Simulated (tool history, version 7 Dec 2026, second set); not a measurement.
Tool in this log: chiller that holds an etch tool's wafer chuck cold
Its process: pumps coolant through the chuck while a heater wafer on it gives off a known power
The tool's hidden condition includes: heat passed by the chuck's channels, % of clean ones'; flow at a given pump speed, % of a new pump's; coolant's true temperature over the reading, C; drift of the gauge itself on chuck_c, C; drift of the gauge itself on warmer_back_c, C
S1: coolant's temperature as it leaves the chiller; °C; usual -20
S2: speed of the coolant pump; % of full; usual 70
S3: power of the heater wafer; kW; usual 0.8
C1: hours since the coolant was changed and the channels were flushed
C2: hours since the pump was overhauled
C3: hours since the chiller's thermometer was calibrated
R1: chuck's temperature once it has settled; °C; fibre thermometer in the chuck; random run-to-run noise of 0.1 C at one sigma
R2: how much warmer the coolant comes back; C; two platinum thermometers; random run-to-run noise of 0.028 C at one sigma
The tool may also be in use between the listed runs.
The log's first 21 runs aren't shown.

{"run": 22, "hour": 927.6, "S1": -24, "S2": 61, "S3": 0.818, "C1": 43, "C2": 3176, "C3": 3498, "R1": -13, "R2": 4.2}
{"run": 23, "hour": 972.2, "S1": -26, "S2": 84, "S3": 0.848, "C1": 88, "C2": 3221, "C3": 3543, "R1": -17.6, "R2": 3}
{"run": 24, "hour": 1013.7, "S1": -26, "S2": 84, "S3": 0.848, "C1": 129, "C2": 3262, "C3": 3584, "R1": -17.7, "R2": 3.07}
{"run": 25, "hour": 1042.9, "S1": -29, "S2": 78, "S3": 0.878, "C1": 158, "C2": 3291, "C3": 3614, "R1": -19.7, "R2": 3.43}
{"run": 26, "hour": 1089.4, "S1": -12, "S2": 91, "S3": 1.176, "C1": 205, "C2": 3338, "C3": 3660, "R1": -1, "R2": 3.86}
{"run": 27, "hour": 1115.8, "S1": -24, "S2": 70, "S3": 0.8, "C1": 231, "C2": 3364, "C3": 3686, "R1": -14.6, "R2": 3.52}
{"run": 28, "hour": 1140.5, "S1": -20, "S2": 73, "S3": 0.8, "C1": 256, "C2": 3389, "C3": 3711, "R1": -11.2, "R2": 3.37}
{"run": 29, "hour": 1169.9, "S1": -20, "S2": 73, "S3": 0.8, "C1": 285, "C2": 3418, "C3": 3741, "R1": -10.9, "R2": 3.35}
{"run": 30, "hour": 1227.9, "S1": -20, "S2": 73, "S3": 0.8, "C1": 343, "C2": 3476, "C3": 3798, "R1": -10.9, "R2": 3.39}
{"run": 31, "hour": 1273.1, "S1": -17, "S2": 82, "S3": 0.402, "C1": 388, "C2": 3521, "C3": 3844, "R1": -13.2, "R2": 1.51}
{"run": 32, "hour": 1304.1, "S1": -20, "S2": 73, "S3": 0.964, "C1": 419, "C2": 3552, "C3": 3875, "R1": -9.3, "R2": 4.02}

Each row is a separate what-if for the run after 32, all from the same tool condition, not one after another. Results?
{"run": "A", "hour": 1331.3, "S1": -20, "S2": 73, "S3": 0.601, "C1": 447, "C2": 3580, "C3": 3902, "R1": "?", "R2": "?"}
{"run": "B", "hour": 1331.3, "S1": -20, "S2": 73, "S3": 0.64, "C1": 447, "C2": 3580, "C3": 3902, "R1": "?", "R2": "?"}
{"run": "C", "hour": 1331.3, "S1": -25, "S2": 81, "S3": 0.554, "C1": 447, "C2": 3580, "C3": 3902, "R1": "?", "R2": "?"}
{"run": "D", "hour": 1331.3, "S1": -19, "S2": 70, "S3": 0.8, "C1": 447, "C2": 3580, "C3": 3902, "R1": "?", "R2": "?"}

run=A R1=-13.5 R2=2.52
run=B R1=-12.8 R2=2.74
run=C R1=-19.6 R2=2.04
run=D R1=-9.7 R2=3.55
With the hidden condition removed and each run's random variation left untouched, the same runs would have given:
run=A R1=-13.1 R2=2.47
run=B R1=-12.4 R2=2.69
run=C R1=-19.2 R2=2
run=D R1=-9.4 R2=3.48
